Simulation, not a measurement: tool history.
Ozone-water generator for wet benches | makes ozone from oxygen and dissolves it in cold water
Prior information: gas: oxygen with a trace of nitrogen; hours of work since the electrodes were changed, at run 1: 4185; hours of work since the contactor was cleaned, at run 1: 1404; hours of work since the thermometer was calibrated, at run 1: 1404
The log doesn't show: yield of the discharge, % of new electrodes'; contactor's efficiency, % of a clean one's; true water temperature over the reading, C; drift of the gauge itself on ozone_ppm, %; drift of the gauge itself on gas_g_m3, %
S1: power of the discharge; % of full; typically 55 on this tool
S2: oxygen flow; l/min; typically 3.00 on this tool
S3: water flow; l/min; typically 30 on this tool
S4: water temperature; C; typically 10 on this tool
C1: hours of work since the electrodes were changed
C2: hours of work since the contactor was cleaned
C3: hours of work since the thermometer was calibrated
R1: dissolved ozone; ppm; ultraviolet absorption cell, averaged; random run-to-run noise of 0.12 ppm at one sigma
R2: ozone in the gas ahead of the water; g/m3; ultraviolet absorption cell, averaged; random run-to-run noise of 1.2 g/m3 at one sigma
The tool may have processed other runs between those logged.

Run 1, day 0.000: usual settings; C1 4185; C2 1404; C3 1404. Result: R1 12.0 ppm, R2 218.2 g/m3.
Run 2, day 4.908: usual settings but S2 3.08 l/min; C1 4298; C2 1516; C3 1516. Result: R1 12.1 ppm, R2 216.3 g/m3.
Run 3, day 7.604: usual settings but S2 3.08 l/min; C1 4360; C2 1578; C3 1578. Result: R1 12.0 ppm, R2 215.5 g/m3.
Run 4, day 11.300: usual settings but S2 3.08 l/min; C1 4444; C2 1663; C3 1663. Result: R1 11.9 ppm, R2 213.3 g/m3.
Run 5, day 14.429: usual settings but S2 3.08 l/min, S4 6 C; C1 4516; C2 1734; C3 1734. Result: R1 12.3 ppm, R2 212.8 g/m3.
Run 6, day 19.767: usual settings but S3 45 l/min; C1 4638; C2 1857; C3 1857. Result: R1 7.1 ppm, R2 214.6 g/m3.
Run 7, day 22.725: usual settings but S3 45 l/min; C1 4706; C2 1924; C3 1924. Result: R1 7.3 ppm, R2 216.0 g/m3.
Run 8, day 25.425: usual settings but S3 45 l/min; C1 4768; C2 1986; C3 1986. Result: R1 7.4 ppm, R2 218.4 g/m3.
Run 9, day 30.088: usual settings but S2 2.61 l/min; C1 4875; C2 2093; C3 2093. Result: R1 11.6 ppm, R2 238.6 g/m3.
Run 10, day 33.467: usual settings but S2 2.61 l/min; C1 4952; C2 2171; C3 2171. Result: R1 11.8 ppm, R2 233.9 g/m3.
Run 11, day 38.283: usual settings but S3 20 l/min; C1 5063; C2 2281; C3 2281. Result: R1 18.9 ppm, R2 217.3 g/m3.
Run 12, day 43.500: usual settings but S1 41 % of full, S2 3.70 l/min, S3 20 l/min; C1 5182; C2 2400; C3 2400. Result: R1 16.6 ppm, R2 165.0 g/m3.
Run 13, day 46.796: usual settings but S1 41 % of full, S2 3.70 l/min, S3 20 l/min; C1 5258; C2 2476; C3 2476. Result: R1 16.3 ppm, R2 164.2 g/m3.
Run 14, day 50.883: usual settings but S1 49 % of full, S2 1.81 l/min, S3 28 l/min, S4 15 C; C1 5351; C2 2570; C3 2570. Result: R1 10.5 ppm, R2 273.8 g/m3.
Run 15, day 54.925: usual settings but S1 49 % of full, S2 1.81 l/min, S3 28 l/min, S4 15 C; C1 5444; C2 2662; C3 2662. Result: R1 10.7 ppm, R2 270.5 g/m3.
Run 16, day 57.758: usual settings but S1 49 % of full, S2 1.81 l/min, S3 28 l/min, S4 15 C; C1 5509; C2 2727; C3 2727. Result: R1 10.4 ppm, R2 269.6 g/m3.
Run 17, day 62.500: usual settings but S1 49 % of full, S2 1.81 l/min, S3 28 l/min, S4 15 C; C1 5618; C2 2836; C3 2836. Result: R1 10.6 ppm, R2 271.5 g/m3.
Run 18, day 67.142: usual settings but S1 92 % of full, S3 37 l/min, S4 13 C; C1 5724; C2 2942; C3 2942. Result: R1 12.0 ppm, R2 279.2 g/m3.
Run 19, day 70.912: usual settings but S1 78 % of full, S2 2.12 l/min; C1 5810; C2 3029; C3 3029. Result: R1 13.2 ppm, R2 311.1 g/m3.
Run 20, day 75.346: usual settings but S1 54 % of full, S3 38 l/min; C1 5912; C2 3130; C3 3130. Result: R1 8.8 ppm, R2 213.2 g/m3.

Here are 5 independent what-if runs from the current tool condition. What would each one return?
Run A, day 78.742: usual settings but S1 87 % of full, S2 2.94 l/min, S3 19 l/min; C1 5990; C2 3208; C3 3208. Result: R1 ?, R2 ?.
Run B, day 78.742: usual settings but S3 31 l/min; C1 5990; C2 3208; C3 3208. Result: R1 ?, R2 ?.
Run C, day 78.742: usual settings but S1 54 % of full, S3 29 l/min; C1 5990; C2 3208; C3 3208. Result: R1 ?, R2 ?.
Run D, day 78.742: usual settings but S3 26 l/min; C1 5990; C2 3208; C3 3208. Result: R1 ?, R2 ?.
Run E, day 78.742: usual settings but S1 54 % of full, S2 2.02 l/min, S3 26 l/min; C1 5990; C2 3208; C3 3208. Result: R1 ?, R2 ?.

run    R1     R2
  A  25.0  276.6
  B  11.5  215.4
  C  12.4  210.2
  D  14.4  213.1
  E  12.6  269.6
Without the tool's unlogged condition, the same runs would have read:
run    R1     R2
  A  25.1  284.6
  B  11.5  221.4
  C  12.5  216.1
  D  14.4  219.1
  E  12.7  277.2
